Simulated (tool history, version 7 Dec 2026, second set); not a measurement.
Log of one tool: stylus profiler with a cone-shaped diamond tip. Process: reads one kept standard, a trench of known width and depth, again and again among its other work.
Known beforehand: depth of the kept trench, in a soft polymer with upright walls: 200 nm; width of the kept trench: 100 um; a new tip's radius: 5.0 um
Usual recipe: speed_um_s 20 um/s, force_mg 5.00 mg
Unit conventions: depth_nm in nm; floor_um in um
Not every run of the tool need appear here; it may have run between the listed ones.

run 1 hour=0.0 | speed_um_s=20 force_mg=5.00 | depth_nm=202.36 floor_um=97.17
run 2 hour=9.7 | speed_um_s=20 force_mg=5.00 | depth_nm=202.58 floor_um=97.16
run 3 hour=22.8 | speed_um_s=53 force_mg=5.00 | depth_nm=202.53 floor_um=97.20
run 4 hour=35.1 | speed_um_s=20 force_mg=6.50 | depth_nm=202.96 floor_um=97.17
run 5 hour=46.6 | speed_um_s=25 force_mg=5.00 | depth_nm=202.47 floor_um=97.13
run 6 hour=60.8 | speed_um_s=25 force_mg=4.13 | depth_nm=202.00 floor_um=97.17
run 7 hour=72.6 | speed_um_s=8 force_mg=1.71 | depth_nm=201.31 floor_um=97.24
run 8 hour=84.5 | speed_um_s=20 force_mg=14.72 | depth_nm=205.22 floor_um=97.21
run 9 hour=102.2 | speed_um_s=29 force_mg=7.51 | depth_nm=203.09 floor_um=97.21
run 10 hour=117.0 | speed_um_s=29 force_mg=7.51 | depth_nm=203.21 floor_um=97.16

Alternative continuations, all from the tool just after run 10; predict every row:
run A hour=133.6 | speed_um_s=7 force_mg=4.15 | depth_nm=? floor_um=?
run B hour=133.6 | speed_um_s=27 force_mg=6.53 | depth_nm=? floor_um=?
run C hour=133.6 | speed_um_s=19 force_mg=7.51 | depth_nm=? floor_um=?
run D hour=133.6 | speed_um_s=12 force_mg=5.00 | depth_nm=? floor_um=?
run E hour=133.6 | speed_um_s=70 force_mg=4.22 | depth_nm=? floor_um=?

run=A depth_nm=202.25 floor_um=97.16
run=B depth_nm=202.85 floor_um=97.18
run=C depth_nm=203.25 floor_um=97.21
run=D depth_nm=202.50 floor_um=97.19
run=E depth_nm=202.09 floor_um=97.10
Without the tool's unlogged condition, the same runs would have read:
run=A depth_nm=202.24 floor_um=97.16
run=B depth_nm=202.85 floor_um=97.19
run=C depth_nm=203.24 floor_um=97.21
run=D depth_nm=202.50 floor_um=97.19
run=E depth_nm=202.08 floor_um=97.10
